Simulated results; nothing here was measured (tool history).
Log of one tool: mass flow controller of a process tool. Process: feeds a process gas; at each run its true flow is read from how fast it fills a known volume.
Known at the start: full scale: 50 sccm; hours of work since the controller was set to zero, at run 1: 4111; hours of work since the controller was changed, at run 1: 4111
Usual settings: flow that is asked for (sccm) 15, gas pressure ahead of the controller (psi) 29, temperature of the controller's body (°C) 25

run    hour  flow that is asked for (sccm)  gas pressure ahead of the controller (psi)  temperature of the controller's body (°C)  hours of work since the controller was set to zero  hours of work since the controller was changed  true flow (%)
  1       0                             15                                          29                                         25                                                4111                                            4111           97.6
  2   141.8                             15                                        26.1                                         25                                                4205                                            4205          97.68
  3   271.8                             15                                        34.5                                         25                                                4291                                            4291          97.61
  4   444.9                             15                                          29                                         25                                                4405                                            4405          97.76
  5   542.4                             15                                          29                                         25                                                4470                                            4470          97.79
  6   693.8                             43                                          29                                         25                                                4570                                            4570           99.7
  7   849.1                             43                                          29                                         25                                                4672                                            4672          99.72
  8   993.8                             31                                          29                                         25                                                4768                                            4768          98.92
  9  1180.3                             31                                          29                                         27                                                4891                                            4891          98.87
 10  1326.7                             18                                          21                                         39                                                4988                                            4988          97.71
 11  1432.5                             10                                          21                                         23                                                5058                                            5058          97.86
 12    1559                             10                                          21                                         23                                                5142                                            5142          97.84
     1670.8  -- controller exchanged for a calibrated one
 13  1764.5                             10                                          21                                         23                                                  62                                              62          97.92
 14    1866                             38                                        32.5                                         23                                                 129                                             129          99.55
 15  2033.5                             36                                        36.5                                         30                                                 240                                             240          99.22
 16  2190.4                             36                                        36.5                                         30                                                 344                                             344          99.28
 17  2286.6                             36                                        36.5                                         30                                                 407                                             407          99.27
 18  2427.7                             24                                        36.7                                         39                                                 501                                             501          98.08

5 ways to go on from here, each from the tool as it stands after run 18. What would each give?
  A  2572.4                             15                                          29                                         28                                                 596                                             596              ?
  B  2572.4                             15                                        24.9                                         25                                                 596                                             596              ?
  C  2572.4                             15                                        36.8                                         22                                                 596                                             596              ?
  D  2572.4                             46                                        26.7                                         29                                                 596                                             596              ?
  E  2572.4                             15                                        39.6                                         25                                                 596                                             596              ?

run  true flow (%)
  A          98.21
  B          98.35
  C          98.22
  D         100.16
  E          98.02
Without the tool's hidden state the same runs would have given:
run  true flow (%)
  A           97.6
  B          97.73
  C           97.6
  D          99.53
  E           97.4
